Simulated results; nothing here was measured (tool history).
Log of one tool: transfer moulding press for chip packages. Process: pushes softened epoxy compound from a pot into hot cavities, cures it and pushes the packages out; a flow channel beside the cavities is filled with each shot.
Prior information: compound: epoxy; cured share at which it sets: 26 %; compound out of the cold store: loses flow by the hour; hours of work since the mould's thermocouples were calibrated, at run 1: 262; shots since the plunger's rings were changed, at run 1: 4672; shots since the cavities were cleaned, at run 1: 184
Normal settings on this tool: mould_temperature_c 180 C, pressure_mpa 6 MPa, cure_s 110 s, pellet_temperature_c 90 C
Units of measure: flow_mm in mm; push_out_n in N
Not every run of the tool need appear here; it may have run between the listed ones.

run   hour  mould_temperature_c  pressure_mpa  cure_s  pellet_temperature_c  hours of work since the mould's thermocouples were calibrated  shots since the plunger's rings were changed  shots since the cavities were cleaned  incoming compound's hours out of the cold store  flow_mm  push_out_n
  1      0                  180             6     110                    90                                                            262                                          4672                                    184                                             19.7      844         392
  2   12.9                  180             6     110                    90                                                            271                                          4812                                    324                                             29.9      807         379
  3   31.3                  180             6     110                    90                                                            283                                          5012                                    524                                              8.5      869         391
  4     55                  180             6     110                    90                                                            298                                          5268                                    780                                             21.5      833         384
  5   73.7                  180             6     110                    90                                                            311                                          5470                                    982                                             43.6      771         395
      77.1  -- cavities cleaned with cleaning compound and waxed
  6   95.4                  180             6     110                    90                                                            324                                          5688                                    197                                             36.9      787         377
  7  117.4                  178             6     110                    90                                                            338                                          5927                                    436                                             47.6      771         412
  8  142.3                  175             6     110                    90                                                            355                                          6196                                    705                                             44.6      790         462
  9  154.7                  180          4.52     110                    90                                                            363                                          6330                                    839                                             32.2      703         382
     172.3  -- cavities cleaned with cleaning compound and waxed
 10  172.6                  180          5.77     110                    90                                                            374                                          6508                                      3                                               25      808         373
 11  187.8                  180             6     110                    90                                                            384                                          6673                                    168                                               44      766         383
     208.2  -- plunger's sealing rings changed
 12  208.9                  180             6     110                    90                                                            396                                             8                                    369                                             32.2      816         381
 13  223.5                  180             6     110                    90                                                            406                                           166                                    527                                             41.7      777         371
 14  243.5                  180             6     110                    90                                                            419                                           382                                    743                                             47.5      759         369
 15  255.7                  180             6     110                    90                                                            427                                           514                                    875                                             24.7      835         388
     261.4  -- mould's thermocouples calibrated
     272.1  -- cavities cleaned with cleaning compound and waxed
 16  272.7                  180             6      97                    99                                                              6                                           660                                      7                                               16      840         432
 17    298                  180          5.68      97                    99                                                             23                                           934                                    281                                               26      805         452
 18  310.4                  180          5.68      97                    99                                                             31                                          1068                                    415                                               24      808         442
 19  334.7                  177          6.63     105                    85                                                             47                                          1331                                    678                                             42.3      845         489
 20  347.7                  173          7.21     110                    90                                                             56                                          1472                                    819                                             33.4      919         590
 21  361.6                  173          7.21     110                    83                                                             65                                          1622                                    969                                             21.7      948         616
     366.1  -- cavities cleaned with cleaning compound and waxed
 22  381.2                  180             6     137                    93                                                             77                                          1818                                    164                                             21.1      840         340
 23  399.6                  180             6     137                    93                                                             89                                          2017                                    363                                             25.9      812         364
 24  419.7                  180             6     146                    80                                                            102                                          2234                                    580                                               24      831         347
 25  433.4                  180             6     146                    80                                                            111                                          2383                                    729                                             24.7      836         340
 26  444.3                  176          4.52     110                    85                                                            118                                          2501                                    847                                             44.6      677         455
 27  457.6                  185          4.65     129                    90                                                            127                                          2645                                    991                                             33.9      700         333
     460.7  -- cavities cleaned with cleaning compound and waxed
 28  483.8                  180          6.63      90                    90                                                            144                                          2913                                    251                                             30.7      861         521

Table of differences, measured result less the result of that run with no hidden state. Run-to-run variation is the same in both. Gauge scatter possibly is not:
Unlogged tool condition in this case: true mould temperature over the reading, C; pressure that reaches the compound, % of what is set; grip of the stained cavities, % over clean ones'; drift of the gauge itself on flow_mm, %; drift of the gauge itself on push_out_n, %.
run  push_out_n
  1          +3
  2          +4
  3          +6
  4          +7
  5          +9
  6          +3
  7          +5
  8          +8
  9          +7
 10          +0
 11          +2
 12          +5
 13          +5
 14          +7
 15          +8
 16          +1
 17          +4
 18          +6
 19          +9
 20         +12
 21         +14
 22          +2
 23          +4
 24          +6
 25          +6
 26          +9
 27          +7
 28          +4
flow_mm: differs from the measured result by no more than 3 mm in any run.
